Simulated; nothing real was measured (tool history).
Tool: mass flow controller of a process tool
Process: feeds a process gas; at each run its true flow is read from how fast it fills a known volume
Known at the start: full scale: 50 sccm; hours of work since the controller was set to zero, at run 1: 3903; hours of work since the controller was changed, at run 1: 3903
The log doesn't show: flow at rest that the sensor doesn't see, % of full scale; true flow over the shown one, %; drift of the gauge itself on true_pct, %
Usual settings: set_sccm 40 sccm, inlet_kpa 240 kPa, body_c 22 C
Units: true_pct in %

run,hour,set_sccm,inlet_kpa,body_c,hours of work since the controller was set to zero,hours of work since the controller was changed,true_pct
1,0,40,240,22,3903,3903,98.77
2,141,40,240,22,4015,4015,98.74
3,257.7,40,240,22,4108,4108,98.75
4,340.7,40,240,22,4173,4173,98.69
5,420.6,40,240,32,4237,4237,97.68
6,505,40,240,32,4304,4304,97.56
7,659.5,15,240,22,4426,4426,97.13
8,814.8,40,240,33,4550,4550,97.33
9,908.3,40,240,33,4624,4624,97.24
10,986.3,40,155,22,4686,4686,97.84
11,1120.3,40,155,22,4792,4792,97.79
12,1289.3,40,155,22,4926,4926,97.75
13,1395.2,40,155,22,5010,5010,97.75
14,1556.4,40,240,22,5138,5138,98.21
15,1659.3,40,240,22,5220,5220,98.2
16,1757.4,40,240,22,5298,5298,98.29
17,1874.1,40,240,22,5391,5391,98.03
18,2004.8,40,278,22,5494,5494,98.53
19,2181.6,40,278,22,5635,5635,98.39
# hour 2271.5: controller's zero set anew
20,2301.1,40,272,22,24,5729,99.34
21,2380.2,40,240,20,86,5792,99.22
22,2496.9,40,240,22,179,5885,98.94
23,2660.8,40,202,22,309,6015,98.63
24,2821,40,202,35,436,6142,97.17
25,2912.1,49,195,35,508,6214,97.19
26,3005.7,49,195,35,583,6288,97.18
27,3173.4,7,240,30,716,6421,96.73
28,3271.9,34,246,30,794,6500,97.81
29,3396.2,34,246,30,893,6598,97.7
30,3492.2,34,270,21,969,6675,98.87
31,3669.7,5,270,21,1110,6815,97.08
32,3829.6,32,212,21,1237,6942,98.28
33,3934.8,14,240,22,1320,7026,97.67
34,4082.7,40,271,23,1438,7143,98.49
35,4255.5,5,240,40,1575,7280,93.99
36,4426.8,14,193,38,1711,7416,95.35
37,4569.4,7,180,24,1824,7530,95.75
38,4689.9,40,181,35,1920,7625,96.27
39,4777.6,40,181,35,1989,7695,96.51
40,4892.7,40,175,35,2081,7786,96.37
41,5076.5,9,195,26,2227,7932,95.55
42,5233.9,9,197,30,2351,8057,95.02
43,5338.6,9,197,30,2435,8140,94.95
44,5484.1,5,266,27,2550,8256,93.99
45,5669.4,5,266,37,2697,8403,92.63
46,5842.2,5,266,37,2834,8540,92.39
47,5994.7,5,170,20,2955,8661,93.36

The same runs without the tool's hidden state, with the same run-to-run variation:
run,true_pct
1,100.49
2,100.51
3,100.56
4,100.53
5,99.54
6,99.45
7,100.36
8,99.32
9,99.26
10,99.89
11,99.88
12,99.9
13,99.94
14,100.45
15,100.47
16,100.6
17,100.37
18,100.92
19,100.84
20,100.85
21,100.76
22,100.52
23,100.26
24,98.86
25,98.89
26,98.9
27,99.25
28,99.68
29,99.61
30,100.81
31,100.6
32,100.36
33,100.22
34,100.6
35,98.3
36,98.19
37,99.67
38,98.59
39,98.85
40,98.75
41,99.44
42,99.04
43,99.06
44,99.93
45,98.82
46,98.82
47,100.01

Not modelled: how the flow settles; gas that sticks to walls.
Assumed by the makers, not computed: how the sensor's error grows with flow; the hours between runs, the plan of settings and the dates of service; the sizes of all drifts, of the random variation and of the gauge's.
